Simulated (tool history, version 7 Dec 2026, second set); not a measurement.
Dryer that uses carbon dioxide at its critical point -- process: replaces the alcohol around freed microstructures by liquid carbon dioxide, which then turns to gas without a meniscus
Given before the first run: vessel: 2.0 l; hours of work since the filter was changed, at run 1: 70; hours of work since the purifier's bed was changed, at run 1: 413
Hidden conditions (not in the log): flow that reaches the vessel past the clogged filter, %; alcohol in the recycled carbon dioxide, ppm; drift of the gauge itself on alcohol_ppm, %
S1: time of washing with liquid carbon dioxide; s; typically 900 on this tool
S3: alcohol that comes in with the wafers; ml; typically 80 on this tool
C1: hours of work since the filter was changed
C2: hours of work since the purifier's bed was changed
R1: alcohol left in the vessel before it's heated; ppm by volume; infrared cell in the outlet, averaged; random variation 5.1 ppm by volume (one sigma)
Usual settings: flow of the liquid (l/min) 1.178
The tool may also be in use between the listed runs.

{"run": 1, "hour": 0.0, "S1": 900, "flow of the liquid (l/min)": 1.178, "S3": 80, "C1": 70, "C2": 413, "R1": 191}
{"run": 2, "hour": 26.1, "S1": 900, "flow of the liquid (l/min)": 1.178, "S3": 80, "C1": 90, "C2": 432, "R1": 198}
{"run": 3, "hour": 48.1, "S1": 1200, "flow of the liquid (l/min)": 1.178, "S3": 80, "C1": 106, "C2": 448, "R1": 158}
{"run": 4, "hour": 64.0, "S1": 1200, "flow of the liquid (l/min)": 1.178, "S3": 80, "C1": 117, "C2": 460, "R1": 156}
{"run": 5, "hour": 78.7, "S1": 1200, "flow of the liquid (l/min)": 1.178, "S3": 80, "C1": 128, "C2": 471, "R1": 159}
{"run": 6, "hour": 96.4, "S1": 900, "flow of the liquid (l/min)": 1.178, "S3": 80, "C1": 141, "C2": 484, "R1": 218}
{"run": 7, "hour": 125.4, "S1": 1080, "flow of the liquid (l/min)": 1.178, "S3": 80, "C1": 163, "C2": 505, "R1": 179}
{"run": 8, "hour": 151.3, "S1": 1080, "flow of the liquid (l/min)": 1.178, "S3": 80, "C1": 182, "C2": 524, "R1": 196}
{"run": 9, "hour": 174.4, "S1": 1080, "flow of the liquid (l/min)": 1.178, "S3": 80, "C1": 199, "C2": 541, "R1": 204}
{"run": 10, "hour": 201.8, "S1": 1080, "flow of the liquid (l/min)": 1.178, "S3": 80, "C1": 219, "C2": 561, "R1": 203}
{"run": 11, "hour": 215.4, "S1": 900, "flow of the liquid (l/min)": 1.178, "S3": 79, "C1": 229, "C2": 571, "R1": 265}
{"run": 12, "hour": 231.8, "S1": 900, "flow of the liquid (l/min)": 1.178, "S3": 79, "C1": 241, "C2": 583, "R1": 257}
{"run": 13, "hour": 255.8, "S1": 900, "flow of the liquid (l/min)": 1.178, "S3": 79, "C1": 258, "C2": 601, "R1": 274}
{"run": 14, "hour": 271.5, "S1": 900, "flow of the liquid (l/min)": 1.178, "S3": 80, "C1": 270, "C2": 613, "R1": 285}
{"hour": 292.8, "done": "purifier's bed changed"}
{"run": 15, "hour": 294.0, "S1": 600, "flow of the liquid (l/min)": 1.178, "S3": 30, "C1": 284, "C2": 1, "R1": 275}
{"run": 16, "hour": 321.4, "S1": 1200, "flow of the liquid (l/min)": 1.8, "S3": 49, "C1": 304, "C2": 21, "R1": 14}
{"run": 17, "hour": 346.3, "S1": 780, "flow of the liquid (l/min)": 0.77, "S3": 88, "C1": 323, "C2": 39, "R1": 1537}
{"run": 18, "hour": 368.4, "S1": 780, "flow of the liquid (l/min)": 1.4, "S3": 88, "C1": 339, "C2": 56, "R1": 123}
{"run": 19, "hour": 396.7, "S1": 780, "flow of the liquid (l/min)": 1.4, "S3": 88, "C1": 360, "C2": 76, "R1": 122}
{"run": 20, "hour": 412.8, "S1": 900, "flow of the liquid (l/min)": 1.02, "S3": 44, "C1": 372, "C2": 88, "R1": 174}
{"run": 21, "hour": 441.6, "S1": 900, "flow of the liquid (l/min)": 1.178, "S3": 20, "C1": 393, "C2": 109, "R1": 68}
{"run": 22, "hour": 468.0, "S1": 900, "flow of the liquid (l/min)": 1.178, "S3": 20, "C1": 412, "C2": 129, "R1": 85}
{"run": 23, "hour": 491.8, "S1": 1260, "flow of the liquid (l/min)": 0.78, "S3": 80, "C1": 430, "C2": 146, "R1": 254}
{"run": 24, "hour": 511.7, "S1": 1260, "flow of the liquid (l/min)": 0.78, "S3": 80, "C1": 444, "C2": 161, "R1": 252}
{"run": 25, "hour": 544.2, "S1": 1140, "flow of the liquid (l/min)": 1.178, "S3": 80, "C1": 468, "C2": 185, "R1": 101}
{"hour": 563.3, "done": "inlet filter changed"}
{"run": 26, "hour": 563.7, "S1": 1140, "flow of the liquid (l/min)": 1.178, "S3": 80, "C1": 0, "C2": 198, "R1": 72}
{"run": 27, "hour": 591.5, "S1": 720, "flow of the liquid (l/min)": 1.71, "S3": 41, "C1": 21, "C2": 219, "R1": 85}
{"run": 28, "hour": 605.9, "S1": 900, "flow of the liquid (l/min)": 0.9, "S3": 80, "C1": 31, "C2": 229, "R1": 335}

Each row is a separate what-if for the run after 28, all from the same tool condition, not one after another. Results?
{"run": "A", "hour": 637.2, "S1": 600, "flow of the liquid (l/min)": 0.81, "S3": 80, "C1": 54, "C2": 252, "R1": "?"}
{"run": "B", "hour": 637.2, "S1": 1140, "flow of the liquid (l/min)": 1.99, "S3": 80, "C1": 54, "C2": 252, "R1": "?"}
{"run": "C", "hour": 637.2, "S1": 900, "flow of the liquid (l/min)": 0.92, "S3": 52, "C1": 54, "C2": 252, "R1": "?"}
{"run": "D", "hour": 637.2, "S1": 600, "flow of the liquid (l/min)": 0.92, "S3": 88, "C1": 54, "C2": 252, "R1": "?"}
{"run": "E", "hour": 637.2, "S1": 1020, "flow of the liquid (l/min)": 1.31, "S3": 21, "C1": 54, "C2": 252, "R1": "?"}

run=A R1=2078
run=B R1=93
run=C R1=241
run=D R1=1590
run=E R1=89
The same runs, with their run-to-run variation unchanged, on a tool lacking any hidden condition would have given:
run=A R1=1894
run=B R1=13
run=C R1=149
run=D R1=1419
run=E R1=9
